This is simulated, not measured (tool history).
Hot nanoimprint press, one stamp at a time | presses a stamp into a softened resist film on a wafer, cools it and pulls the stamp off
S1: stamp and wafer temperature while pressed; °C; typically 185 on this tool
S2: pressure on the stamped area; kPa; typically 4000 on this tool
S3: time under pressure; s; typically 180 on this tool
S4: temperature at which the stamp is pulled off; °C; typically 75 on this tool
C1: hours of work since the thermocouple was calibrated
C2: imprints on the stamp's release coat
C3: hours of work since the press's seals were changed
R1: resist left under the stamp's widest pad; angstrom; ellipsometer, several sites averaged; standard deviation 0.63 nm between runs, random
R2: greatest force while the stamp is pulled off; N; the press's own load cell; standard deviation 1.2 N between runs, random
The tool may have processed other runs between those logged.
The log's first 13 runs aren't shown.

run   hour   S1    S2   S3  S4   C1   C2   C3    R1   R2
 14    414  185  4000  180  75  150  163  101  2537  157
 15  448.7  185  4000  180  75  169  307  119  2546  157
 16  477.5  185  4000  180  83  184  426  135  2547  124
 17  500.8  181  2990  256  68  196  522  147  2876  183
 18  527.2  181  2990  256  70  210  632  161  2881  176
 19  547.2  181  2990  256  70  220  715  171  2874  174
     555.5  -- stamp cleaned and given a new release coat
 20  573.3  181  2990  256  70  231   74  182  2878  175
 21  596.9  190  4000  180  75  243  172  194  2252  155
 22  635.9  185  4000  180  82  264  333  215  2550  127

The next listed run, before its measurement:
 23  670.4  173  6070  95  79  282  476  233   ?   ?

Run 23 measured R1 3569 angstrom, R2 141 N.
Had the tool carried no hidden state, the very same run would have given R1 3564 angstrom, R2 141 N.

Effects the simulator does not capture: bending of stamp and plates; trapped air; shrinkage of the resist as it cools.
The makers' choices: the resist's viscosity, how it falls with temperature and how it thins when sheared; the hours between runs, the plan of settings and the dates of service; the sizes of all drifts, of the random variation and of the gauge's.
